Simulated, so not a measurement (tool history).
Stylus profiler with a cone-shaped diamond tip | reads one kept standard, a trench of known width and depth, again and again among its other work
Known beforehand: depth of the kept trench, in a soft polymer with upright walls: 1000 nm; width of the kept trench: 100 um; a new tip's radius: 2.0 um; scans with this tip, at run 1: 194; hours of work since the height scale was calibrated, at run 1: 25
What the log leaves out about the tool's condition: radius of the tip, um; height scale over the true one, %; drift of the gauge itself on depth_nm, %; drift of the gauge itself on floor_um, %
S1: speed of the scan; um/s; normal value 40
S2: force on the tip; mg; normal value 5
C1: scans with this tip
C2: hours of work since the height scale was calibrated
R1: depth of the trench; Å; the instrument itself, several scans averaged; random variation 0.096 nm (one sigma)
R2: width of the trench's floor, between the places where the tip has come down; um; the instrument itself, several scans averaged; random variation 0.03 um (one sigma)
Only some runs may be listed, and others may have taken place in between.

run,hour,S1,S2,C1,C2,R1,R2
1,0,40,5,194,25,10173,96.42
2,15.7,40,1.98,267,35,10094.3,96.26
3,33.6,40,1.98,351,46,10094.1,96.3
4,51.9,40,5,437,57,10171,96.34
5,62.8,40,5,488,63,10173.6,96.37
6,78.1,74,5,560,73,10173.5,96.19
7,94.9,40,5,638,83,10173.4,96.35
8,108.8,40,5,703,91,10172.4,96.36
9,125.1,40,5,779,101,10174.8,96.31
10,144,40,5,868,113,10175.3,96.25
11,164.8,40,5,965,125,10174.2,96.26
12,185.2,40,5,1061,138,10172.5,96.26
13,194.7,40,5,1105,144,10173.6,96.32
14,216.7,40,5,1208,157,10176,96.25
15,227.7,134,5.47,1260,164,10185.7,95.9
16,242.4,20,12.21,1329,173,10308.8,96.37
17,254.7,20,12.21,1386,180,10312.1,96.31
18,267.4,79,12.28,1446,188,10312,96.2
19,286.1,62,6.14,1534,199,10201,96.19
20,302.6,17,9.09,1611,209,10258.6,96.38
21,319.3,17,9.09,1689,219,10257.9,96.27
22,340.7,114,3.56,1789,232,10141.4,95.79
23,356.2,50,11.36,1862,242,10297.2,96.25
24,368.2,39,4.92,1918,249,10175.5,96.19
25,386.8,54,4.59,2005,260,10165.5,96.11
26,402.2,13,6.85,2077,270,10216,96.31
27,420.6,16,6.13,2163,281,10201.2,96.22
28,436.4,33,1.8,2238,291,10095.1,96.05

Consider 3 possible next runs. They are alternatives, not a sequence: every one starts from the tool as it was left by run 28. What does each give?
A,446.6,17,2.48,2285,297,?,?
B,446.6,71,1.8,2285,297,?,?
C,446.6,33,5.47,2285,297,?,?

run,R1,R2
A,10115.3,96.22
B,10093.7,95.78
C,10189.8,96.19
Without the tool's hidden state the same runs would have given:
run,R1,R2
A,10104.9,96.47
B,10083.3,96.02
C,10179.3,96.43
